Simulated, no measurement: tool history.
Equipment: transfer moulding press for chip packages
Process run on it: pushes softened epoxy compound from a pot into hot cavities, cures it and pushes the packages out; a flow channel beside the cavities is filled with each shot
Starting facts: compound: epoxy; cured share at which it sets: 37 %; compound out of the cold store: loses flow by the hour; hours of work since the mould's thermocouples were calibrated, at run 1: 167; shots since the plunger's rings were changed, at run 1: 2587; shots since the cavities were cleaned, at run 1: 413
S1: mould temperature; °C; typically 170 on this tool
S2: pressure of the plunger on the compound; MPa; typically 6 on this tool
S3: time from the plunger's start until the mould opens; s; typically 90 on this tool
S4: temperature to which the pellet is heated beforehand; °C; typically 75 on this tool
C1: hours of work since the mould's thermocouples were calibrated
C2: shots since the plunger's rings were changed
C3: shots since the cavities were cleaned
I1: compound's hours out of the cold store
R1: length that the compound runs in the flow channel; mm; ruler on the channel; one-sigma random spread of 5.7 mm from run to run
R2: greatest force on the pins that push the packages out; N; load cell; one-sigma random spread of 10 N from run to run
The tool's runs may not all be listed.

{"run": 1, "hour": 0.0, "S1": 170, "S2": 6, "S3": 90, "S4": 75, "C1": 167, "C2": 2587, "C3": 413, "I1": 13.3, "R1": 906, "R2": 942}
{"hour": 48.1, "done": "cavities cleaned with cleaning compound and waxed"}
{"run": 2, "hour": 64.0, "S1": 170, "S2": 6, "S3": 90, "S4": 75, "C1": 208, "C2": 3331, "C3": 189, "I1": 36.3, "R1": 823, "R2": 735}
{"run": 3, "hour": 96.7, "S1": 170, "S2": 6, "S3": 90, "S4": 75, "C1": 229, "C2": 3720, "C3": 578, "I1": 30.6, "R1": 853, "R2": 969}
{"hour": 136.2, "done": "cavities cleaned with cleaning compound and waxed"}
{"run": 4, "hour": 152.9, "S1": 170, "S2": 6, "S3": 90, "S4": 75, "C1": 265, "C2": 4371, "C3": 198, "I1": 42.6, "R1": 800, "R2": 716}
{"run": 5, "hour": 209.1, "S1": 170, "S2": 6, "S3": 90, "S4": 75, "C1": 301, "C2": 5040, "C3": 867, "I1": 9.4, "R1": 906, "R2": 1046}
{"hour": 221.6, "done": "cavities cleaned with cleaning compound and waxed"}
{"hour": 249.9, "done": "plunger's sealing rings changed"}
{"run": 6, "hour": 261.7, "S1": 170, "S2": 6, "S3": 90, "S4": 75, "C1": 332, "C2": 140, "C3": 447, "I1": 15.4, "R1": 922, "R2": 906}

The next listed run, before its measurement:
{"run": 7, "hour": 301.0, "S1": 170, "S2": 6, "S3": 75, "S4": 75, "C1": 358, "C2": 608, "C3": 915, "I1": 21, "R1": "?", "R2": "?"}

R1: 890 mm
R2: 1449 N
With no hidden state in the tool, this same run would have given R1 894 mm, R2 641 N.

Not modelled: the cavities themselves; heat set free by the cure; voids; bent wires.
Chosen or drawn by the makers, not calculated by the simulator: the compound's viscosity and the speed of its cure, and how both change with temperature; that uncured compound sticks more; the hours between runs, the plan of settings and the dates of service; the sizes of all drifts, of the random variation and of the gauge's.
